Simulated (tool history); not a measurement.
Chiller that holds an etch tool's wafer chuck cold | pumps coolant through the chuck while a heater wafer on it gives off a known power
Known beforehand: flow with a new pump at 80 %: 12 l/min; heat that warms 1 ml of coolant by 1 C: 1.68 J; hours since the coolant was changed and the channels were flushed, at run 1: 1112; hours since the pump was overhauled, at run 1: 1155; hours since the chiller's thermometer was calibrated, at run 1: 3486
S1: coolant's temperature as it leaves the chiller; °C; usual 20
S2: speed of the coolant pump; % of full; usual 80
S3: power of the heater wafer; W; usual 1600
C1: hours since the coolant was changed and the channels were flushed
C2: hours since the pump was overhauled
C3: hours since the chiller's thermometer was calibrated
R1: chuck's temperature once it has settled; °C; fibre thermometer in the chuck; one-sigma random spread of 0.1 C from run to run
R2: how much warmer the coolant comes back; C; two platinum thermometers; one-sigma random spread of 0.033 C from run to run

{"run": 1, "day": 0.0, "S1": 20, "S2": 80, "S3": 1600, "C1": 1112, "C2": 1155, "C3": 3486, "R1": 33.5, "R2": 4.83}
{"run": 2, "day": 0.958, "S1": 20, "S2": 80, "S3": 1600, "C1": 1135, "C2": 1178, "C3": 3509, "R1": 33.6, "R2": 4.75}
{"run": 3, "day": 2.088, "S1": 20, "S2": 96, "S3": 1600, "C1": 1162, "C2": 1205, "C3": 3536, "R1": 31.9, "R2": 4.06}
{"run": 4, "day": 3.112, "S1": 20, "S2": 96, "S3": 1600, "C1": 1186, "C2": 1230, "C3": 3561, "R1": 31.8, "R2": 4.01}
{"run": 5, "day": 3.925, "S1": 20, "S2": 96, "S3": 1600, "C1": 1206, "C2": 1250, "C3": 3581, "R1": 31.9, "R2": 4.1}
{"run": 6, "day": 4.842, "S1": 20, "S2": 96, "S3": 1600, "C1": 1228, "C2": 1272, "C3": 3602, "R1": 31.8, "R2": 3.98}
{"run": 7, "day": 6.029, "S1": 20, "S2": 96, "S3": 1600, "C1": 1256, "C2": 1300, "C3": 3631, "R1": 31.7, "R2": 4.05}
{"run": 8, "day": 6.642, "S1": 20, "S2": 96, "S3": 1600, "C1": 1271, "C2": 1315, "C3": 3646, "R1": 31.8, "R2": 4}
{"run": 9, "day": 7.896, "S1": 15, "S2": 96, "S3": 1600, "C1": 1301, "C2": 1345, "C3": 3676, "R1": 26.8, "R2": 4.12}
{"run": 10, "day": 9.05, "S1": 20, "S2": 80, "S3": 1600, "C1": 1329, "C2": 1373, "C3": 3703, "R1": 33.6, "R2": 4.95}
{"run": 11, "day": 10.242, "S1": 20, "S2": 80, "S3": 1515, "C1": 1358, "C2": 1401, "C3": 3732, "R1": 32.8, "R2": 4.66}
{"run": 12, "day": 11.021, "S1": 20, "S2": 80, "S3": 1515, "C1": 1376, "C2": 1420, "C3": 3751, "R1": 32.9, "R2": 4.7}
{"run": 13, "day": 11.9, "S1": 19, "S2": 80, "S3": 1515, "C1": 1397, "C2": 1441, "C3": 3772, "R1": 31.9, "R2": 4.67}
{"run": 14, "day": 13.175, "S1": 19, "S2": 80, "S3": 1515, "C1": 1428, "C2": 1472, "C3": 3802, "R1": 31.8, "R2": 4.71}
{"run": 15, "day": 14.046, "S1": 20, "S2": 80, "S3": 1600, "C1": 1449, "C2": 1492, "C3": 3823, "R1": 33.6, "R2": 4.96}
{"run": 16, "day": 14.629, "S1": 20, "S2": 62, "S3": 1600, "C1": 1463, "C2": 1507, "C3": 3837, "R1": 36.5, "R2": 6.29}
{"run": 17, "day": 15.246, "S1": 20, "S2": 62, "S3": 1600, "C1": 1478, "C2": 1521, "C3": 3852, "R1": 36.5, "R2": 6.35}
{"run": 18, "day": 15.85, "S1": 10, "S2": 66, "S3": 2243, "C1": 1492, "C2": 1536, "C3": 3867, "R1": 32, "R2": 8.23}
{"run": 19, "day": 16.508, "S1": 14, "S2": 80, "S3": 804, "C1": 1508, "C2": 1552, "C3": 3882, "R1": 20.9, "R2": 2.61}
{"run": 20, "day": 17.396, "S1": 14, "S2": 80, "S3": 804, "C1": 1529, "C2": 1573, "C3": 3904, "R1": 20.7, "R2": 2.73}
{"run": 21, "day": 18.242, "S1": 14, "S2": 80, "S3": 804, "C1": 1549, "C2": 1593, "C3": 3924, "R1": 20.7, "R2": 2.63}
{"run": 22, "day": 18.879, "S1": 11, "S2": 80, "S3": 1940, "C1": 1565, "C2": 1608, "C3": 3939, "R1": 27.4, "R2": 5.98}
{"run": 23, "day": 20.104, "S1": 11, "S2": 80, "S3": 1940, "C1": 1594, "C2": 1638, "C3": 3969, "R1": 27.3, "R2": 6.12}
{"run": 24, "day": 21.438, "S1": 20, "S2": 80, "S3": 1739, "C1": 1626, "C2": 1670, "C3": 4001, "R1": 34.8, "R2": 5.45}
{"run": 25, "day": 22.504, "S1": 20, "S2": 80, "S3": 1739, "C1": 1652, "C2": 1695, "C3": 4026, "R1": 34.7, "R2": 5.48}
{"run": 26, "day": 23.104, "S1": 28, "S2": 90, "S3": 874, "C1": 1666, "C2": 1710, "C3": 4041, "R1": 34.9, "R2": 2.63}
{"run": 27, "day": 24.312, "S1": 20, "S2": 70, "S3": 1600, "C1": 1695, "C2": 1739, "C3": 4070, "R1": 35, "R2": 5.83}
{"run": 28, "day": 25.383, "S1": 18, "S2": 80, "S3": 1600, "C1": 1721, "C2": 1765, "C3": 4096, "R1": 31.6, "R2": 5.15}
{"run": 29, "day": 26.508, "S1": 18, "S2": 80, "S3": 1661, "C1": 1748, "C2": 1792, "C3": 4123, "R1": 32.1, "R2": 5.24}
{"run": 30, "day": 27.079, "S1": 18, "S2": 80, "S3": 1661, "C1": 1762, "C2": 1805, "C3": 4136, "R1": 32.1, "R2": 5.31}
{"day": 28.367, "done": "gauge calibrated"}
{"run": 31, "day": 28.412, "S1": 18, "S2": 80, "S3": 1661, "C1": 1794, "C2": 1837, "C3": 4168, "R1": 32.1, "R2": 4.93}

Predict each of these 5 candidate next runs independently; none follows another, all start after run 31:
{"run": "A", "day": 29.196, "S1": 18, "S2": 80, "S3": 1577, "C1": 1812, "C2": 1856, "C3": 4187, "R1": "?", "R2": "?"}
{"run": "B", "day": 29.196, "S1": 11, "S2": 80, "S3": 1750, "C1": 1812, "C2": 1856, "C3": 4187, "R1": "?", "R2": "?"}
{"run": "C", "day": 29.196, "S1": 20, "S2": 80, "S3": 934, "C1": 1812, "C2": 1856, "C3": 4187, "R1": "?", "R2": "?"}
{"run": "D", "day": 29.196, "S1": 15, "S2": 80, "S3": 1600, "C1": 1812, "C2": 1856, "C3": 4187, "R1": "?", "R2": "?"}
{"run": "E", "day": 29.196, "S1": 20, "S2": 66, "S3": 1600, "C1": 1812, "C2": 1856, "C3": 4187, "R1": "?", "R2": "?"}

run=A R1=31.4 R2=4.73
run=B R1=25.8 R2=5.24
run=C R1=28 R2=2.73
run=D R1=28.7 R2=4.8
run=E R1=35.6 R2=5.7
Without the tool's unlogged condition, the same runs would have read:
run=A R1=31.3 R2=4.72
run=B R1=25.7 R2=5.23
run=C R1=28 R2=2.71
run=D R1=28.6 R2=4.79
run=E R1=35.5 R2=5.69

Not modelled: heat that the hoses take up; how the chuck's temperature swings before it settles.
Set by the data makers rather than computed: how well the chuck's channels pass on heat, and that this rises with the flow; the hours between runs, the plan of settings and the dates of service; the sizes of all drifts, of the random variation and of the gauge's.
